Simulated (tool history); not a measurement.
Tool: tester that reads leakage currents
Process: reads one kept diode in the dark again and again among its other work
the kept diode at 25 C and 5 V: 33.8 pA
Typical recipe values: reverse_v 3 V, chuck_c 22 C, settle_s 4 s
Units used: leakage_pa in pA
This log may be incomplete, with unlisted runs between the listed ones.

Run 1, hour 0: usual settings. Result: leakage_pa 22.49 pA.
Run 2, hour 121.2: usual settings. Result: leakage_pa 22.75 pA.
Run 3, hour 227: usual settings. Result: leakage_pa 23.12 pA.
Run 4, hour 331.6: usual settings. Result: leakage_pa 23.46 pA.
At hour 403.4: tester calibrated.
At hour 434.1: chuck's temperature calibrated.
Run 5, hour 494.2: usual settings. Result: leakage_pa 20.95 pA.
Run 6, hour 621.7: usual settings. Result: leakage_pa 21.32 pA.
Run 7, hour 741.2: usual settings. Result: leakage_pa 21.55 pA.
Run 8, hour 807.8: usual settings. Result: leakage_pa 21.75 pA.
Run 9, hour 922.9: usual settings. Result: leakage_pa 22.02 pA.
At hour 1010.8: tester calibrated, once more.
Run 10, hour 1048.4: usual settings but settle_s 9.88 s. Result: leakage_pa 23.42 pA.
Run 11, hour 1208.1: usual settings. Result: leakage_pa 23.98 pA.
Run 12, hour 1274.7: usual settings. Result: leakage_pa 24.04 pA.
Run 13, hour 1402.5: usual settings. Result: leakage_pa 24.42 pA.
At hour 1496.9: chuck's temperature calibrated.
Run 14, hour 1546.9: usual settings but reverse_v 2.78 V. Result: leakage_pa 21.36 pA.
Run 15, hour 1679.7: usual settings but reverse_v 2.78 V, chuck_c 35 C. Result: leakage_pa 57.91 pA.
Run 16, hour 1751.2: usual settings but reverse_v 9.95 V, chuck_c 32 C. Result: leakage_pa 87 pA.
Run 17, hour 1906: usual settings but reverse_v 9.95 V, chuck_c 32 C. Result: leakage_pa 89.01 pA.
Run 18, hour 2016.9: usual settings but reverse_v 6.97 V, chuck_c 37 C, settle_s 3.11 s. Result: leakage_pa 107.91 pA.
Run 19, hour 2168.2: usual settings but reverse_v 1.61 V, chuck_c 40 C, settle_s 9.61 s. Result: leakage_pa 67.11 pA.
Run 20, hour 2266.2: usual settings but reverse_v 11.28 V, chuck_c 41 C, settle_s 9.61 s. Result: leakage_pa 185.47 pA.

What does the tool deliver on the next run?
Run 21, hour 2358.5: usual settings but reverse_v 4.98 V, chuck_c 23 C. Result: leakage_pa ?.

Run 21 came out at leakage_pa 34.45 pA.
If the tool had no hidden condition, the same run with the same run-to-run variation would have returned leakage_pa 29.17 pA.
